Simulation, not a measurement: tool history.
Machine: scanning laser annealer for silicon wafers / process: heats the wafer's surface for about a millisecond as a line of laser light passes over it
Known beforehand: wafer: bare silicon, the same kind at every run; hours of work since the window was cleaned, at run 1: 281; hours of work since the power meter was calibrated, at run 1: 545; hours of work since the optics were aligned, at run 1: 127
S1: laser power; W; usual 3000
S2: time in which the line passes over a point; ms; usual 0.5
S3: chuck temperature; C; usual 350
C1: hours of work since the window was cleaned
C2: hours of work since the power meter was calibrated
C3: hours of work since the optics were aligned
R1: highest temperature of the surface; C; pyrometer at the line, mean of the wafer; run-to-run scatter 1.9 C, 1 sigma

run 1 hour=0 | S1=3000 S2=0.5 S3=350 | C1=281 C2=545 C3=127 | R1=1109
run 2 hour=39.3 | S1=3000 S2=0.5 S3=350 | C1=313 C2=577 C3=159 | R1=1111
run 3 hour=85.7 | S1=3000 S2=0.5 S3=350 | C1=349 C2=614 C3=196 | R1=1107
run 4 hour=124 | S1=3000 S2=0.5 S3=350 | C1=380 C2=644 C3=226 | R1=1109
run 5 hour=147.1 | S1=3000 S2=0.5 S3=350 | C1=398 C2=662 C3=244 | R1=1105
run 6 hour=182.3 | S1=3000 S2=0.5 S3=350 | C1=426 C2=690 C3=272 | R1=1106
run 7 hour=220.7 | S1=3000 S2=0.5 S3=388 | C1=457 C2=721 C3=303 | R1=1144
-- hour=229.6 window over the wafer cleaned
run 8 hour=251.2 | S1=3000 S2=0.5 S3=388 | C1=17 C2=743 C3=326 | R1=1146
run 9 hour=297.4 | S1=2571 S2=0.5 S3=350 | C1=54 C2=780 C3=362 | R1=983
run 10 hour=321.5 | S1=2571 S2=0.5 S3=350 | C1=73 C2=799 C3=381 | R1=984
run 11 hour=351.4 | S1=3000 S2=0.498 S3=313 | C1=97 C2=823 C3=405 | R1=1069
run 12 hour=381.9 | S1=3051 S2=0.455 S3=313 | C1=121 C2=847 C3=429 | R1=1043
run 13 hour=412.9 | S1=2720 S2=0.395 S3=316 | C1=146 C2=872 C3=454 | R1=904
run 14 hour=449.6 | S1=2720 S2=0.395 S3=316 | C1=175 C2=901 C3=483 | R1=904
run 15 hour=480.4 | S1=2720 S2=0.395 S3=316 | C1=199 C2=926 C3=508 | R1=906
run 16 hour=513.5 | S1=3138 S2=0.413 S3=315 | C1=226 C2=952 C3=534 | R1=1027

Run 17 has not been measured yet. What should we expect?
run 17 hour=551.8 | S1=2665 S2=0.361 S3=367 | C1=256 C2=982 C3=564 | R1=?

{"run 17": {"R1": 913}}
Minus the tool's unlogged condition, the same run would have read R1 914 C.
